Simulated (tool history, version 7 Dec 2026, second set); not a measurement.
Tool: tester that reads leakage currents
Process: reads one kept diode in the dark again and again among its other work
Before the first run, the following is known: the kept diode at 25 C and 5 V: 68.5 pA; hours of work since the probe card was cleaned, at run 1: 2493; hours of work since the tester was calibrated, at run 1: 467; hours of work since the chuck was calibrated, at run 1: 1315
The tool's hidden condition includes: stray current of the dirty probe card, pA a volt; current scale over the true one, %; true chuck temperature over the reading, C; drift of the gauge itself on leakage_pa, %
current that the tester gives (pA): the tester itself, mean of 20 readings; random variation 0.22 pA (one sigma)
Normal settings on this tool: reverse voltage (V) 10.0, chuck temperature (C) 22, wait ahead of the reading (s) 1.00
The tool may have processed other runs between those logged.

run     day  reverse voltage (V)  chuck temperature (C)  wait ahead of the reading (s)  hours of work since the probe card was cleaned  hours of work since the tester was calibrated  hours of work since the chuck was calibrated  current that the tester gives (pA)
  1   0.000                 10.0                     22                           1.00                                            2493                                            467                                          1315                               69.20
  2   1.542                 10.0                     22                           1.00                                            2512                                            486                                          1334                               68.93
  3   3.417                 10.0                     22                           1.00                                            2535                                            509                                          1357                               69.01
  4   5.533                 10.0                     26                           1.00                                            2561                                            535                                          1383                               97.49
  5   6.604                 10.0                     38                           1.00                                            2574                                            549                                          1396                              275.15
  6   7.708                 10.0                     42                           1.00                                            2588                                            562                                          1410                              383.19
  7   9.533                 10.0                     42                           1.00                                            2610                                            585                                          1432                              380.85
  8  11.483                 10.0                     42                           1.00                                            2634                                            609                                          1456                              381.25
  9  13.208                  1.6                     42                           1.00                                            2656                                            630                                          1477                              182.45
 10  15.258                  1.6                     43                           1.00                                            2681                                            655                                          1503                              199.32
 11  16.346                  1.6                     43                           1.00                                            2694                                            669                                          1516                              198.43
 12  17.858                  1.6                     31                           1.00                                            2713                                            687                                          1535                               70.62
 13  19.392                  1.6                     31                           1.00                                            2732                                            706                                          1554                               70.53
 14  21.488                  1.6                     31                           1.00                                            2758                                            732                                          1579                               70.66
 15  23.592                  5.2                     31                           1.00                                            2784                                            758                                          1605                              114.85
 16  25.662                 10.0                     22                           3.09                                            2809                                            784                                          1631                               66.85
 17  26.850                 10.0                     22                           3.09                                            2824                                            798                                          1646                               66.84
 18  27.767                 10.0                     22                           3.09                                            2835                                            809                                          1657                               67.03
 19  28.883                 10.0                     22                           3.09                                            2849                                            823                                          1671                               66.89
 20  30.142                  5.6                     22                           0.41                                            2864                                            839                                          1686                               54.71
     30.425  -- probe card cleaned and baked
 21  32.342                  5.6                     32                           0.96                                              24                                            864                                          1712                              125.76
 22  34.054                  5.6                     32                           0.96                                              45                                            885                                          1733                              125.45
 23  35.625                  5.6                     32                           0.96                                              64                                            905                                          1752                              125.68
 24  36.821                 11.6                     49                           2.75                                              79                                            919                                          1767                              699.05
 25  38.538                  3.5                     49                           1.74                                             100                                            941                                          1788                              434.18
 26  40.088                 18.0                     48                           2.98                                             119                                            960                                          1807                              764.90
 27  41.242                 10.7                     52                           1.07                                             133                                            974                                          1821                              860.97
 28  42.858                  1.2                     25                           6.15                                             153                                            994                                          1841                               35.21
 29  44.825                 11.3                     58                           1.35                                             177                                           1018                                          1866                             1382.60
 30  46.138                  5.2                     51                           1.35                                             194                                           1034                                          1882                              594.35
 31  47.067                  5.2                     51                           2.40                                             205                                           1046                                          1893                              595.28
 32  48.967                  7.9                     28                           0.82                                             229                                           1069                                          1917                              100.17
 33  51.042                  7.9                     28                           0.82                                             254                                           1095                                          1942                              100.21
 34  53.175                 11.0                     26                           0.69                                             280                                           1121                                          1969                               97.07
 35  54.529                 11.0                     26                           0.69                                             297                                           1138                                          1985                               96.36
 36  56.496                 14.0                     22                           1.72                                             321                                           1162                                          2009                               72.09
     56.771  -- chuck's temperature calibrated
 37  58.583                 14.0                     22                           1.72                                             346                                           1187                                            22                               80.26
 38  59.767                 14.0                     22                           1.66                                             361                                           1201                                            37                               80.29

Below, some changes in current that the tester gives (pA) between adjacent runs. For each, the amount present without the hidden state too (settings, incoming material, random variation) and the amount remaining for the hidden state with gauge scatter not shared by both compared results:
Run 27 -> 28: reverse voltage (V) 10.7 -> 1.2, chuck temperature (C) 52 -> 25, wait ahead of the reading (s) 1.07 -> 6.15. current that the tester gives (pA) -825.76: hidden state +71.42, all else -897.18.
Run 28 -> 29: reverse voltage (V) 1.2 -> 11.3, chuck temperature (C) 25 -> 58, wait ahead of the reading (s) 6.15 -> 1.35. current that the tester gives (pA) +1347.39: hidden state -115.61, all else +1463.00.
Run 29 -> 30: reverse voltage (V) 11.3 -> 5.2, chuck temperature (C) 58 -> 51. current that the tester gives (pA) -788.25: hidden state +65.32, all else -853.57.
